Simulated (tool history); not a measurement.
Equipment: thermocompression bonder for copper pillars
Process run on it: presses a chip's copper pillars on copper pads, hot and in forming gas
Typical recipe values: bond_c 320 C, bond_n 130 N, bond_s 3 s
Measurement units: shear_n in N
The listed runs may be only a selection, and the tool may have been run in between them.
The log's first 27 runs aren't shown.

Run 28, hour 181.5: usual settings but bond_c 323 C, bond_n 159 N, bond_s 2 s. Result: shear_n 65.9 N.
Run 29, hour 185.9: usual settings but bond_c 323 C, bond_n 159 N, bond_s 2 s. Result: shear_n 66.3 N.
Run 30, hour 194.9: usual settings but bond_c 323 C, bond_n 159 N, bond_s 2 s. Result: shear_n 67 N.
Run 31, hour 203.9: usual settings but bond_c 298 C. Result: shear_n 45 N.
Run 32, hour 212.3: usual settings but bond_c 333 C, bond_n 137 N. Result: shear_n 75.6 N.
Run 33, hour 216.5: usual settings but bond_c 333 C, bond_n 137 N. Result: shear_n 76.4 N.
Run 34, hour 225.8: usual settings but bond_c 333 C, bond_n 137 N. Result: shear_n 75.6 N.
Run 35, hour 231.2: usual settings but bond_c 333 C, bond_n 137 N. Result: shear_n 75.4 N.
Run 36, hour 241: usual settings but bond_c 298 C, bond_n 160 N, bond_s 4 s. Result: shear_n 62.1 N.
Run 37, hour 249.8: usual settings but bond_c 327 C, bond_n 184 N. Result: shear_n 89.4 N.
Run 38, hour 254.5: usual settings but bond_c 327 C, bond_n 184 N. Result: shear_n 89.5 N.
Run 39, hour 262.8: usual settings but bond_c 313 C, bond_n 92 N. Result: shear_n 39.9 N.

Consider 5 possible next runs. They are alternatives, not a sequence: every one starts from the tool as it was left by run 39. What does each give?
At hour 272.1: forming gas filter changed.
Run A, hour 272.4: usual settings but bond_c 327 C, bond_n 182 N, bond_s 7 s. Result: shear_n ?.
At hour 272.1: forming gas filter changed.
Run B, hour 272.4: usual settings but bond_c 327 C, bond_n 101 N, bond_s 2 s. Result: shear_n ?.
At hour 272.1: forming gas filter changed.
Run C, hour 272.4: usual settings. Result: shear_n ?.
At hour 272.1: forming gas filter changed.
Run D, hour 272.4: usual settings but bond_s 4 s. Result: shear_n ?.
At hour 272.1: forming gas filter changed.
Run E, hour 272.4: usual settings but bond_c 319 C, bond_s 8 s. Result: shear_n ?.

run  shear_n
  A    113.8
  B     46.3
  C     62.7
  D     69.4
  E     87.6
With the hidden condition removed and each run's random variation left untouched, the same runs would have given:
run  shear_n
  A    113.9
  B     46.4
  C     62.8
  D     69.6
  E     87.7

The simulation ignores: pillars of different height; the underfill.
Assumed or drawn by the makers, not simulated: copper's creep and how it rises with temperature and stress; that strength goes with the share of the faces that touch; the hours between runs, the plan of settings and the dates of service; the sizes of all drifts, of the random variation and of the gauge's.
